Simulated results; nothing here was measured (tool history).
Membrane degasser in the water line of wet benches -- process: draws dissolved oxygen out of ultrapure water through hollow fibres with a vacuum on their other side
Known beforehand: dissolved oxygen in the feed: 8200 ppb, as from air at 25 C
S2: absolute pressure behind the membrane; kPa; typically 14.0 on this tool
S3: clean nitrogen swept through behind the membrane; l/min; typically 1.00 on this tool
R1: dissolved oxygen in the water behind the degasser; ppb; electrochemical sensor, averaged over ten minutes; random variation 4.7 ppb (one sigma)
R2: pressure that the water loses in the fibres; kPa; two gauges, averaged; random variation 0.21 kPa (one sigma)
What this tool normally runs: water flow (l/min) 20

{"run": 1, "hour": 0.0, "water flow (l/min)": 20, "S2": 14.0, "S3": 1.0, "R1": 575.7, "R2": 47.47}
{"run": 2, "hour": 64.8, "water flow (l/min)": 20, "S2": 12.1, "S3": 1.0, "R1": 500.5, "R2": 47.26}
{"run": 3, "hour": 153.3, "water flow (l/min)": 20, "S2": 14.0, "S3": 0.46, "R1": 954.1, "R2": 47.05}
{"run": 4, "hour": 293.9, "water flow (l/min)": 20, "S2": 14.0, "S3": 0.46, "R1": 962.4, "R2": 47.0}
{"run": 5, "hour": 389.8, "water flow (l/min)": 20, "S2": 14.0, "S3": 0.46, "R1": 968.8, "R2": 47.13}
{"run": 6, "hour": 528.8, "water flow (l/min)": 20, "S2": 14.0, "S3": 0.46, "R1": 957.6, "R2": 46.99}
{"hour": 575.8, "done": "vacuum gauge calibrated"}
{"run": 7, "hour": 633.8, "water flow (l/min)": 20, "S2": 14.0, "S3": 0.46, "R1": 954.1, "R2": 47.1}
{"run": 8, "hour": 746.9, "water flow (l/min)": 20, "S2": 14.0, "S3": 0.46, "R1": 941.7, "R2": 47.71}
{"run": 9, "hour": 831.8, "water flow (l/min)": 20, "S2": 14.0, "S3": 0.46, "R1": 951.6, "R2": 47.29}
{"run": 10, "hour": 894.2, "water flow (l/min)": 20, "S2": 14.0, "S3": 0.46, "R1": 958.6, "R2": 47.37}
{"run": 11, "hour": 1023.7, "water flow (l/min)": 20, "S2": 14.0, "S3": 1.0, "R1": 576.8, "R2": 47.24}
{"run": 12, "hour": 1143.3, "water flow (l/min)": 20, "S2": 14.0, "S3": 1.0, "R1": 573.1, "R2": 47.46}
{"run": 13, "hour": 1287.1, "water flow (l/min)": 20, "S2": 14.0, "S3": 1.0, "R1": 585.3, "R2": 47.28}
{"run": 14, "hour": 1406.7, "water flow (l/min)": 20, "S2": 14.0, "S3": 1.0, "R1": 580.5, "R2": 47.25}
{"run": 15, "hour": 1543.5, "water flow (l/min)": 20, "S2": 14.0, "S3": 1.0, "R1": 570.3, "R2": 47.27}
{"run": 16, "hour": 1629.1, "water flow (l/min)": 20, "S2": 14.0, "S3": 1.0, "R1": 569.5, "R2": 47.59}
{"run": 17, "hour": 1696.4, "water flow (l/min)": 20, "S2": 14.0, "S3": 1.0, "R1": 582.2, "R2": 46.98}
{"run": 18, "hour": 1769.3, "water flow (l/min)": 14, "S2": 33.0, "S3": 0.73, "R1": 1164.4, "R2": 33.43}
{"run": 19, "hour": 1851.5, "water flow (l/min)": 16, "S2": 33.6, "S3": 0.55, "R1": 1622.8, "R2": 37.96}
{"run": 20, "hour": 1939.7, "water flow (l/min)": 16, "S2": 33.6, "S3": 0.55, "R1": 1599.4, "R2": 38.11}
{"run": 21, "hour": 2058.6, "water flow (l/min)": 20, "S2": 20.2, "S3": 0.78, "R1": 955.0, "R2": 47.57}
{"run": 22, "hour": 2133.4, "water flow (l/min)": 19, "S2": 9.2, "S3": 1.0, "R1": 356.0, "R2": 45.62}
{"run": 23, "hour": 2232.0, "water flow (l/min)": 19, "S2": 9.2, "S3": 1.0, "R1": 358.9, "R2": 45.16}
{"run": 24, "hour": 2312.5, "water flow (l/min)": 19, "S2": 9.2, "S3": 1.0, "R1": 358.7, "R2": 45.52}
{"run": 25, "hour": 2387.5, "water flow (l/min)": 19, "S2": 9.2, "S3": 1.0, "R1": 364.7, "R2": 45.45}
{"run": 26, "hour": 2518.9, "water flow (l/min)": 13, "S2": 19.6, "S3": 0.68, "R1": 688.6, "R2": 31.11}
{"run": 27, "hour": 2629.5, "water flow (l/min)": 31, "S2": 13.5, "S3": 0.58, "R1": 1220.1, "R2": 74.04}
{"run": 28, "hour": 2735.3, "water flow (l/min)": 13, "S2": 8.8, "S3": 1.0, "R1": 201.4, "R2": 30.88}
{"run": 29, "hour": 2848.5, "water flow (l/min)": 13, "S2": 8.8, "S3": 1.0, "R1": 201.4, "R2": 31.05}
{"hour": 2871.1, "done": "seals of the vacuum lines changed"}
{"run": 30, "hour": 2993.5, "water flow (l/min)": 23, "S2": 34.0, "S3": 1.0, "R1": 1467.5, "R2": 54.96}
{"run": 31, "hour": 3100.3, "water flow (l/min)": 23, "S2": 18.4, "S3": 0.48, "R1": 1383.7, "R2": 54.99}

Predict each of these 4 candidate next runs independently; none follows another, all start after run 31:
{"run": "A", "hour": 3162.4, "water flow (l/min)": 13, "S2": 27.5, "S3": 1.06, "R1": "?", "R2": "?"}
{"run": "B", "hour": 3162.4, "water flow (l/min)": 25, "S2": 31.2, "S3": 0.52, "R1": "?", "R2": "?"}
{"run": "C", "hour": 3162.4, "water flow (l/min)": 20, "S2": 14.0, "S3": 1.0, "R1": "?", "R2": "?"}
{"run": "D", "hour": 3162.4, "water flow (l/min)": 17, "S2": 31.5, "S3": 0.67, "R1": "?", "R2": "?"}

run=A R1=669.7 R2=31.03
run=B R1=2197.2 R2=60.39
run=C R1=579.8 R2=48.14
run=D R1=1400.8 R2=40.65
What these runs would have given with no unlogged condition in the tool:
run=A R1=669.5 R2=30.35
run=B R1=2197.0 R2=59.06
run=C R1=579.6 R2=47.09
run=D R1=1400.6 R2=39.76
